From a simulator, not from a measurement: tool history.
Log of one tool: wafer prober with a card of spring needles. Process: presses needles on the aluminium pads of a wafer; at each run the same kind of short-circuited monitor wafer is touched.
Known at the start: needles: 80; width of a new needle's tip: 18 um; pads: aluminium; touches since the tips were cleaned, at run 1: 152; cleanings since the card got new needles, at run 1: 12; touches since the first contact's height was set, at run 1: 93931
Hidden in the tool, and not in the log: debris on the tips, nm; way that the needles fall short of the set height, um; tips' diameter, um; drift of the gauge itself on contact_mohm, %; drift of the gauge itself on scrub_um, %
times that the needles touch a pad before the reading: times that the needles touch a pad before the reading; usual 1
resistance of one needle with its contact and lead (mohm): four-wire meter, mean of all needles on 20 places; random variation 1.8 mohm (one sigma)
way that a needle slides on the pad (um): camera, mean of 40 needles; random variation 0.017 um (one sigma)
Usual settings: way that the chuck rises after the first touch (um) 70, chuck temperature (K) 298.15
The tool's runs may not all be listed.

run	hour	way that the chuck rises after the first touch (um)	chuck temperature (K)	times that the needles touch a pad before the reading	touches since the tips were cleaned	cleanings since the card got new needles	touches since the first contact's height was set	resistance of one needle with its contact and lead (mohm)	way that a needle slides on the pad (um)
1	0.0	70	298.15	1	152	12	93931	239	13.59
2	8.1	70	298.15	1	1840	12	95619	247	13.57
3	20.6	70	298.15	1	4423	12	98202	255	13.58
4	32.2	70	298.15	1	6824	12	100603	258	13.55
# hour 33.1: tips cleaned on abrasive film
5	46.2	70	298.15	1	2718	13	103492	254	13.56
6	61.3	70	298.15	1	5863	13	106637	252	13.56
# hour 66.7: tips cleaned on abrasive film
7	68.9	70	298.15	1	458	14	108185	242	13.51
8	81.7	70	298.15	1	3121	14	110848	253	13.52
9	94.0	52	298.15	1	5664	14	113391	271	10.03
# hour 100.8: tips cleaned on abrasive film
10	105.7	52	298.15	1	1019	15	115799	252	10.00
11	116.1	70	298.15	1	3187	15	117967	251	13.56
12	123.5	70	298.15	1	4719	15	119499	254	13.53
# hour 135.1: tips cleaned on abrasive film
13	135.6	70	298.15	1	101	16	121988	240	13.53
14	148.6	70	315.15	1	2792	16	124679	254	13.52
15	158.0	70	315.15	1	4740	16	126627	259	13.51
16	165.0	70	315.15	1	6191	16	128078	261	13.52
# hour 168.9: tips cleaned on abrasive film
17	178.3	70	298.15	1	1960	17	130827	250	13.51
18	187.9	70	298.15	1	3949	17	132816	254	13.54
# hour 189.3: height of the first contact set anew
19	198.7	64	298.15	2	6128	17	1965	249	12.20
# hour 202.7: tips cleaned on abrasive film
20	209.4	54	346.15	2	1395	18	4159	259	10.23
# hour 216.9: height of the first contact set anew, once more
21	216.9	54	316.15	3	2883	18	0	250	10.59
22	230.1	54	316.15	3	5634	18	2751	250	10.57
# hour 236.8: tips cleaned on abrasive film
23	237.0	70	343.15	1	37	19	4150	247	13.67
24	249.4	64	298.15	2	2625	19	6738	247	12.51
25	259.3	83	381.15	1	4662	19	8775	267	16.23
# hour 270.9: tips cleaned on abrasive film
26	271.8	66	301.15	2	195	20	11362	239	12.89
27	283.9	70	386.15	1	2708	20	13875	271	13.72
28	297.5	70	386.15	1	5528	20	16695	275	13.69
29	303.7	65	397.15	1	6817	20	17984	281	12.71
# hour 304.7: tips cleaned on abrasive film
30	315.2	65	335.15	2	2193	21	20350	252	12.70
31	329.6	70	298.15	1	5178	21	23335	256	13.69
# hour 338.7: tips cleaned on abrasive film
32	342.1	70	339.15	2	723	22	25909	254	13.70
33	356.6	52	342.15	1	3713	22	28899	275	10.15
34	368.8	77	363.15	3	6251	22	31437	258	15.06
# hour 372.7: tips cleaned on abrasive film
35	377.1	77	363.15	3	901	23	33132	253	15.04
36	384.9	82	306.15	1	2518	23	34749	246	15.98

The same runs without the tool's hidden state, with the same run-to-run variation:
run	resistance of one needle with its contact and lead (mohm)	way that a needle slides on the pad (um)
1	236	13.72
2	234	13.70
3	236	13.71
4	238	13.68
5	238	13.70
6	233	13.70
7	237	13.67
8	236	13.67
9	239	10.19
10	238	10.17
11	235	13.72
12	235	13.70
13	238	13.71
14	239	13.70
15	240	13.70
16	241	13.71
17	236	13.70
18	235	13.74
19	235	12.54
20	250	10.57
21	241	10.59
22	240	10.57
23	245	13.68
24	237	12.53
25	254	16.24
26	237	12.92
27	258	13.74
28	258	13.72
29	261	12.74
30	244	12.74
31	237	13.73
32	249	13.74
33	248	10.19
34	252	15.10
35	251	15.09
36	235	16.03

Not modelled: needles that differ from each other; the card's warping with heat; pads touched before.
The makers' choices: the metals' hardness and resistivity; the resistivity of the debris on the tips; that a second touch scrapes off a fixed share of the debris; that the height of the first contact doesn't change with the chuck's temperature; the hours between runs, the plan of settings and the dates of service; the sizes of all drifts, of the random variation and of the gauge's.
